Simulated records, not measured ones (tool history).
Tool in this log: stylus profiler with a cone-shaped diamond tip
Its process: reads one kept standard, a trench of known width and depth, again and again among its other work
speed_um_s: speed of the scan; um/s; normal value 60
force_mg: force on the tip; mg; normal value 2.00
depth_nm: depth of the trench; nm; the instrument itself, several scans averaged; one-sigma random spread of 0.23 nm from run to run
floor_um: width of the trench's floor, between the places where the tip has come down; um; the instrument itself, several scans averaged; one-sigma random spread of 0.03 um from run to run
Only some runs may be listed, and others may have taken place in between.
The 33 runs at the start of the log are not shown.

run   hour  speed_um_s  force_mg  scans with this tip  hours of work since the height scale was calibrated  depth_nm  floor_um
 34  377.1          33      5.74                 7759                                                  548   1023.33     13.93
 35  391.2          36      3.38                 7910                                                  559   1015.79     13.89
 36  403.6          61      2.00                 8044                                                  568   1010.47     13.65
 37  418.4          51      4.83                 8204                                                  580   1020.44     13.84
 38  425.2          60      3.96                 8277                                                  585   1017.56     13.76
 39  433.3          60      3.96                 8365                                                  591   1017.53     13.69
 40  445.8          60      3.96                 8499                                                  601   1017.65     13.67
 41  458.6          15      4.47                 8636                                                  610   1019.02     13.89
 42  471.0          15      4.47                 8770                                                  620   1019.22     13.84
 43  479.1          21      3.03                 8858                                                  626   1013.86     13.72
 44  491.0         125      2.22                 8986                                                  635   1010.91     13.02
 45  500.1         125      2.22                 9084                                                  642   1010.88     13.02
 46  509.1         125      1.90                 9181                                                  649   1009.67     12.91

Alternative continuations, all from the tool just after run 46; predict every row:
  A  524.9          19      1.45                 9351                                                  661         ?         ?
  B  524.9          88      0.83                 9351                                                  661         ?         ?
  C  524.9         191      1.20                 9351                                                  661         ?         ?
  D  524.9          21      0.82                 9351                                                  661         ?         ?

run  depth_nm  floor_um
  A   1007.28     13.65
  B   1004.18     12.77
  C   1005.77     11.98
  D   1004.11     13.58
The same runs, with their run-to-run variation unchanged, on a tool lacking any hidden condition would have given:
run  depth_nm  floor_um
  A   1010.29     15.83
  B   1007.19     14.95
  C   1008.78     14.15
  D   1007.11     15.76

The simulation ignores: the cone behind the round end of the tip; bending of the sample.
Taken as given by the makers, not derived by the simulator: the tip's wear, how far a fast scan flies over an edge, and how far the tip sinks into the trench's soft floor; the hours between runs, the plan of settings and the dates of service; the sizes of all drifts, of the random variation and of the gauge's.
